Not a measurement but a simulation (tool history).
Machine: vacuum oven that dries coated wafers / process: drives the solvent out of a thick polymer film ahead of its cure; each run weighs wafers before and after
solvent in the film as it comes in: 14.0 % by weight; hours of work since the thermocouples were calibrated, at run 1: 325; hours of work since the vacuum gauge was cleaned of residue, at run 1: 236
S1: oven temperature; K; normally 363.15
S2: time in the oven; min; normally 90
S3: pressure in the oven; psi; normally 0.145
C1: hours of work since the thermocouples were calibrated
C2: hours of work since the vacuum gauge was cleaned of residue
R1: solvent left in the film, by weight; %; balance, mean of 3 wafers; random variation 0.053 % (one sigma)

Run 1, hour 0.0: usual settings; C1 325; C2 236. Result: R1 1.85 %.
Run 2, hour 77.7: usual settings; C1 368; C2 279. Result: R1 1.88 %.
Run 3, hour 170.9: usual settings but S2 113 min; C1 419; C2 331. Result: R1 1.72 %.
Run 4, hour 260.5: usual settings but S2 113 min; C1 469; C2 380. Result: R1 1.68 %.
Run 5, hour 336.5: usual settings; C1 511; C2 422. Result: R1 2.01 %.
Run 6, hour 408.1: usual settings but S1 365.15 K, S3 0.191 psi; C1 550; C2 461. Result: R1 2.17 %.
Run 7, hour 498.2: usual settings but S1 360.15 K, S2 89 min, S3 0.428 psi; C1 600; C2 511. Result: R1 5.25 %.

Run 8 comes next. What will it give?
Run 8, hour 564.9: usual settings but S1 360.15 K, S2 89 min, S3 0.428 psi; C1 637; C2 548. Result: R1 ?.

Run 8 produced R1 5.32 %.
With no hidden state in the tool, this same run would have given R1 4.66 %.

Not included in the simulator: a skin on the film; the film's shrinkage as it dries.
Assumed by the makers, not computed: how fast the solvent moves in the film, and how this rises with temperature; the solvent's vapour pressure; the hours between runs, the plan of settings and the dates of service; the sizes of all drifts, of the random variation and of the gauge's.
